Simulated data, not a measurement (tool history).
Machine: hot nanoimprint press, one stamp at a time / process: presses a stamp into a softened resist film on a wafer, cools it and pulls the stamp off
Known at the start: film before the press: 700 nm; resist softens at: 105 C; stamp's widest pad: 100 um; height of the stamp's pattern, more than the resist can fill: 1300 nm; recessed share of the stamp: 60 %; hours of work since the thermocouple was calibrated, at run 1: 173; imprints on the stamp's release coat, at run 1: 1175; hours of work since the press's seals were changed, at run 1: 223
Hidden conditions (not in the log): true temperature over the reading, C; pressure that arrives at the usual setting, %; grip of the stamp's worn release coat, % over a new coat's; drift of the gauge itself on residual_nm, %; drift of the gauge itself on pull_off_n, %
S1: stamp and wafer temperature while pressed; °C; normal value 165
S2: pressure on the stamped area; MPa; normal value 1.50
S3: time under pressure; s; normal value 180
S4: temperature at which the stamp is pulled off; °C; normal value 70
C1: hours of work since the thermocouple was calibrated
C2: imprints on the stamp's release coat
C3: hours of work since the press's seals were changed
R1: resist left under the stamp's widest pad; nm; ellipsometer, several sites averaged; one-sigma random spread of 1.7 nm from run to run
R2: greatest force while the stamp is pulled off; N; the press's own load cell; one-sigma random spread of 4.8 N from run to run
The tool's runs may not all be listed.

| run | hour | S1 | S2 | S3 | S4 | C1 | C2 | C3 | R1 | R2 |
|---|---|---|---|---|---|---|---|---|---|---|
| 1 | 0.0 | 165 | 1.50 | 180 | 70 | 173 | 1175 | 223 | 274.1 | 294 |
| 2 | 13.0 | 165 | 1.33 | 180 | 70 | 182 | 1239 | 232 | 290.9 | 297 |
| 3 | 26.4 | 165 | 1.33 | 180 | 70 | 191 | 1305 | 241 | 290.6 | 307 |
| 4 | 33.1 | 165 | 1.50 | 106 | 70 | 195 | 1338 | 245 | 329.4 | 306 |
| 5 | 41.6 | 165 | 1.50 | 106 | 70 | 201 | 1380 | 251 | 331.2 | 324 |
| 6 | 53.9 | 165 | 1.50 | 180 | 70 | 209 | 1440 | 259 | 271.0 | 314 |
| 7 | 66.9 | 165 | 1.50 | 180 | 70 | 218 | 1504 | 268 | 275.2 | 315 |
| 8 | 78.5 | 159 | 1.50 | 112 | 57 | 226 | 1562 | 276 | 402.2 | 366 |
| 9 | 90.1 | 156 | 1.50 | 112 | 57 | 234 | 1619 | 284 | 451.8 | 374 |
| 10 | 96.6 | 165 | 1.66 | 166 | 70 | 238 | 1651 | 288 | 268.9 | 337 |
| 11 | 108.8 | 162 | 2.10 | 124 | 66 | 246 | 1711 | 296 | 296.2 | 329 |

What if the next run were any one of these 5? Each begins from the tool's condition after run 11:
| A | 117.1 | 160 | 1.83 | 180 | 70 | 252 | 1752 | 302 | ? | ? |
| B | 117.1 | 163 | 1.50 | 180 | 70 | 252 | 1752 | 302 | ? | ? |
| C | 117.1 | 165 | 1.27 | 180 | 70 | 252 | 1752 | 302 | ? | ? |
| D | 117.1 | 175 | 1.47 | 124 | 66 | 252 | 1752 | 302 | ? | ? |
| E | 117.1 | 165 | 1.50 | 207 | 74 | 252 | 1752 | 302 | ? | ? |

| run | R1 | R2 |
|---|---|---|
| A | 303.9 | 330 |
| B | 299.8 | 341 |
| C | 301.4 | 337 |
| D | 221.1 | 344 |
| E | 259.9 | 323 |
Stripped of hidden state, with their random variation kept, the same runs would have yielded:
| run | R1 | R2 |
|---|---|---|
| A | 290.2 | 232 |
| B | 287.3 | 240 |
| C | 289.6 | 237 |
| D | 212.9 | 242 |
| E | 249.1 | 228 |
